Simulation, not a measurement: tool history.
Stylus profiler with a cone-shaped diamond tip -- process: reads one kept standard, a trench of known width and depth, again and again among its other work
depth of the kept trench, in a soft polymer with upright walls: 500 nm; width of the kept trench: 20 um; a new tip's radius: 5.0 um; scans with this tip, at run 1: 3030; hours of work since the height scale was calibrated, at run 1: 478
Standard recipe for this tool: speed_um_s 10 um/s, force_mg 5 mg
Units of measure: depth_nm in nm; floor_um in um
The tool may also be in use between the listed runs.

| run | hour | speed_um_s | force_mg | scans with this tip | hours of work since the height scale was calibrated | depth_nm | floor_um |
|---|---|---|---|---|---|---|---|
| 1 | 0 | 10 | 5 | 3030 | 478 | 513.2 | 15.18 |
| 2 | 25.9 | 10 | 10.09 | 3106 | 490 | 521.18 | 15.11 |
| 3 | 49.5 | 10 | 10.09 | 3175 | 501 | 521.13 | 15.19 |
| 4 | 73.6 | 10 | 10.09 | 3246 | 512 | 521.24 | 15.11 |
| 5 | 109.2 | 10 | 2.48 | 3350 | 529 | 508.15 | 15.14 |
| 6 | 130.1 | 10 | 2.48 | 3411 | 538 | 508.07 | 15.13 |
| 7 | 163.6 | 10 | 2.48 | 3510 | 554 | 507.94 | 15.13 |
| 8 | 185.4 | 10 | 2.48 | 3574 | 564 | 508.06 | 15.1 |
| 9 | 203.1 | 10 | 2.48 | 3626 | 572 | 507.81 | 15.15 |
| 10 | 227.8 | 25 | 5 | 3698 | 584 | 513.12 | 15.05 |
| 11 | 257.3 | 10 | 5.89 | 3784 | 597 | 514.45 | 15.05 |
| 12 | 281 | 10 | 3.66 | 3854 | 608 | 510.43 | 15.07 |
| 13 | 316.2 | 10 | 3.66 | 3957 | 625 | 510.55 | 15.05 |
| 14 | 348.8 | 13 | 3.66 | 4053 | 640 | 510.37 | 15.1 |
|  | 351.7 | height scale calibrated on a step standard |
| 15 | 369.1 | 10 | 5 | 4111 | 8 | 512.58 | 15 |
| 16 | 395.1 | 10 | 9.19 | 4187 | 20 | 519.6 | 14.98 |
| 17 | 413.5 | 10 | 9.19 | 4241 | 29 | 519.8 | 15 |
| 18 | 442.4 | 11 | 3.34 | 4326 | 42 | 509.43 | 15.02 |
| 19 | 474.7 | 11 | 5.21 | 4420 | 57 | 512.82 | 14.94 |
| 20 | 498.7 | 31 | 8.36 | 4491 | 68 | 518.02 | 14.93 |
| 21 | 532.1 | 24 | 3.02 | 4588 | 83 | 508.83 | 14.97 |
|  | 556 | height scale calibrated on a step standard, once more |
| 22 | 567.5 | 4 | 12.75 | 4691 | 5 | 525.62 | 14.99 |
| 23 | 588 | 4 | 12.75 | 4751 | 15 | 525.42 | 14.95 |
| 24 | 610.4 | 4 | 12.75 | 4817 | 25 | 525.06 | 14.93 |
| 25 | 636 | 4 | 12.75 | 4892 | 37 | 525.51 | 14.89 |
| 26 | 658.2 | 3 | 9.97 | 4957 | 47 | 521.55 | 14.88 |
| 27 | 691 | 14 | 4.42 | 5053 | 62 | 512.45 | 14.88 |
| 28 | 722.4 | 14 | 4.42 | 5145 | 77 | 512.73 | 14.87 |
| 29 | 741.7 | 14 | 4.42 | 5202 | 86 | 512.41 | 14.88 |
| 30 | 766.6 | 10 | 3.77 | 5275 | 97 | 511.16 | 14.84 |

Describe how what the log doesn't record of the tool's condition differs between the last listed run preceding each entry between runs and the first listed run following it.
Between runs 14 and 15: height scale calibrated on a step standard (hour 351.7)
  radius of the tip, um: 6.4 -> 6.42; height scale over the true one, %: -0.098 -> -0.136
  difference, measured minus the result without the unlogged condition, depth_nm: -0.5 -> -0.69 nm; floor_um: -0.6 -> -0.61 um
Between runs 21 and 22: height scale calibrated on a step standard, once more (hour 556)
  radius of the tip, um: 6.59 -> 6.63; height scale over the true one, %: -0.151 -> 0.045
  difference, measured minus the result without the unlogged condition, depth_nm: -0.77 -> +0.24 nm; floor_um: -0.68 -> -0.7 um
